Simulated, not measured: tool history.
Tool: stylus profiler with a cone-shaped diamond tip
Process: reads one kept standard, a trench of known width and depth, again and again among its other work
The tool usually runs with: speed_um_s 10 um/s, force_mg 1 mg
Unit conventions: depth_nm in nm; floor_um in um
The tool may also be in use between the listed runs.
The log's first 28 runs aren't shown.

run 29 hour=1011.5 | speed_um_s=3 force_mg=1.42 | depth_nm=201.24 floor_um=46.67
run 30 hour=1054.1 | speed_um_s=11 force_mg=0.8 | depth_nm=200.93 floor_um=46.6
run 31 hour=1098.4 | speed_um_s=20 force_mg=1.21 | depth_nm=201.07 floor_um=46.46
run 32 hour=1128.9 | speed_um_s=4 force_mg=0.41 | depth_nm=200.77 floor_um=46.56
run 33 hour=1163 | speed_um_s=7 force_mg=1 | depth_nm=201.09 floor_um=46.51
run 34 hour=1198.3 | speed_um_s=7 force_mg=1 | depth_nm=201 floor_um=46.49
run 35 hour=1244.9 | speed_um_s=15 force_mg=0.45 | depth_nm=200.73 floor_um=46.37
run 36 hour=1274.3 | speed_um_s=15 force_mg=0.45 | depth_nm=200.83 floor_um=46.41
run 37 hour=1316.9 | speed_um_s=9 force_mg=0.92 | depth_nm=201.06 floor_um=46.53
run 38 hour=1355.2 | speed_um_s=3 force_mg=0.35 | depth_nm=200.7 floor_um=46.54
run 39 hour=1376.2 | speed_um_s=40 force_mg=0.99 | depth_nm=201.17 floor_um=46.24
run 40 hour=1407.4 | speed_um_s=9 force_mg=0.99 | depth_nm=201.12 floor_um=46.46
run 41 hour=1440.9 | speed_um_s=2 force_mg=1.9 | depth_nm=201.46 floor_um=46.53
run 42 hour=1464.9 | speed_um_s=2 force_mg=0.64 | depth_nm=200.97 floor_um=46.55
run 43 hour=1508.6 | speed_um_s=14 force_mg=1.74 | depth_nm=201.35 floor_um=46.46
run 44 hour=1557 | speed_um_s=2 force_mg=1.83 | depth_nm=201.41 floor_um=46.47
run 45 hour=1586.6 | speed_um_s=24 force_mg=1.29 | depth_nm=201.18 floor_um=46.34
run 46 hour=1625.3 | speed_um_s=40 force_mg=0.98 | depth_nm=201.19 floor_um=46.11

Branching from run 46: 4 alternative next runs. What would each branch give?
run A hour=1652.9 | speed_um_s=3 force_mg=1.74 | depth_nm=? floor_um=?
run B hour=1652.9 | speed_um_s=8 force_mg=2.36 | depth_nm=? floor_um=?
run C hour=1652.9 | speed_um_s=17 force_mg=1.03 | depth_nm=? floor_um=?
run D hour=1652.9 | speed_um_s=26 force_mg=0.36 | depth_nm=? floor_um=?

run=A depth_nm=201.53 floor_um=46.47
run=B depth_nm=201.61 floor_um=46.51
run=C depth_nm=201.16 floor_um=46.33
run=D depth_nm=200.78 floor_um=46.07
Take away the tool's hidden state, keep each run's random variation, and the runs would have read:
run=A depth_nm=201.09 floor_um=47.17
run=B depth_nm=201.18 floor_um=47.21
run=C depth_nm=200.72 floor_um=47.02
run=D depth_nm=200.34 floor_um=46.76

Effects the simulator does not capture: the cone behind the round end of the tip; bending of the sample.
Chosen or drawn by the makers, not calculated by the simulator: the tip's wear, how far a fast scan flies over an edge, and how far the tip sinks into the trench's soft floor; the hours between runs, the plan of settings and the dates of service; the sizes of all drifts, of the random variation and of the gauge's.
